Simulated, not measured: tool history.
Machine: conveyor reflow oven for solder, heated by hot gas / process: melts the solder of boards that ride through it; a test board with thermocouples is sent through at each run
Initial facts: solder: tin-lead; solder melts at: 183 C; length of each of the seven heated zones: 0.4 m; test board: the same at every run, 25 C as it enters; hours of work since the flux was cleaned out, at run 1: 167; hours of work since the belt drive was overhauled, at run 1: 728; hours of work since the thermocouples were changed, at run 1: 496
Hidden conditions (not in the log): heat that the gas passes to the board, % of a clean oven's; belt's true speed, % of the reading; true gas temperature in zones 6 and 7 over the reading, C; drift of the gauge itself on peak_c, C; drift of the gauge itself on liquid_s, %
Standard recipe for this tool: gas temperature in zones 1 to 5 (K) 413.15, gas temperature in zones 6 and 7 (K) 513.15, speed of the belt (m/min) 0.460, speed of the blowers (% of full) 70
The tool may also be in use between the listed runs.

run   hour  gas temperature in zones 1 to 5 (K)  gas temperature in zones 6 and 7 (K)  speed of the belt (m/min)  speed of the blowers (% of full)  hours of work since the flux was cleaned out  hours of work since the belt drive was overhauled  hours of work since the thermocouples were changed  highest temperature of the board (K)  time above the solder's melting point (s)
  1    0.0                               413.15                                513.15                      0.460                                70                                           167                                                728                                                 496                                500.35                                       90.6
  2   55.4                               413.15                                513.15                      0.460                                70                                           191                                                751                                                 519                                500.25                                       90.2
  3  105.7                               413.15                                513.15                      0.460                                70                                           212                                                773                                                 541                                499.95                                       90.0
  4  162.1                               413.15                                513.15                      0.460                                70                                           236                                                797                                                 564                                500.15                                       90.1
  5  208.8                               413.15                                513.15                      0.460                                70                                           256                                                817                                                 584                                500.25                                       89.9
  6  258.7                               420.15                                513.15                      0.460                                70                                           277                                                838                                                 606                                500.65                                       94.3
     270.7  -- thermocouples of zones 6 and 7 changed
  7  312.0                               413.15                                513.15                      0.460                                70                                           299                                                860                                                  18                                498.45                                       89.0
  8  369.3                               413.15                                513.15                      0.460                                70                                           323                                                884                                                  42                                498.35                                       89.2
  9  402.8                               413.15                                513.15                      0.443                                70                                           338                                                898                                                  56                                499.35                                       93.6
 10  451.9                               413.15                                513.15                      0.443                                70                                           359                                                919                                                  77                                499.55                                       93.4
 11  489.2                               413.15                                513.15                      0.443                                70                                           374                                                935                                                  93                                499.45                                       93.6
     509.3  -- flux residue cleaned out of gas plates and filters
 12  522.0                               413.15                                513.15                      0.443                                70                                             5                                                947                                                 105                                501.75                                       95.8
 13  572.3                               413.15                                513.15                      0.443                                70                                            27                                                968                                                 126                                501.75                                       95.8
 14  603.9                               413.15                                513.15                      0.443                                70                                            40                                                982                                                 140                                501.85                                       96.2
 15  660.8                               413.15                                513.15                      0.443                                70                                            64                                               1006                                                 164                                501.35                                       95.7
     711.6  -- belt drive overhauled, speed set with a stopwatch
 16  712.8                               427.15                                520.15                      0.461                                70                                            85                                                  0                                                 184                                507.95                                      100.6
 17  756.1                               427.15                                520.15                      0.461                                70                                           103                                                 19                                                 203                                508.25                                      100.7
 18  782.8                               413.15                                513.15                      0.490                                70                                           115                                                 30                                                 214                                497.95                                       80.8
 19  827.2                               405.15                                502.15                      0.386                                51                                           133                                                 49                                                 233                                489.25                                       90.2
 20  884.8                               405.15                                502.15                      0.386                                51                                           158                                                 74                                                 257                                489.55                                       89.7
 21  943.4                               405.15                                502.15                      0.386                                51                                           183                                                 99                                                 282                                489.45                                       90.1

Run 22 is up next; what results do you expect?
 22  1004.7                               405.15                                502.15                      0.386                                51                                           209                                                125                                                 308                                     ?                                          ?

highest temperature of the board (K): 489.35
time above the solder's melting point (s): 89.6
Minus the tool's unlogged condition, the same run would have read highest temperature of the board (K) 489.35, time above the solder's melting point (s) 89.9.

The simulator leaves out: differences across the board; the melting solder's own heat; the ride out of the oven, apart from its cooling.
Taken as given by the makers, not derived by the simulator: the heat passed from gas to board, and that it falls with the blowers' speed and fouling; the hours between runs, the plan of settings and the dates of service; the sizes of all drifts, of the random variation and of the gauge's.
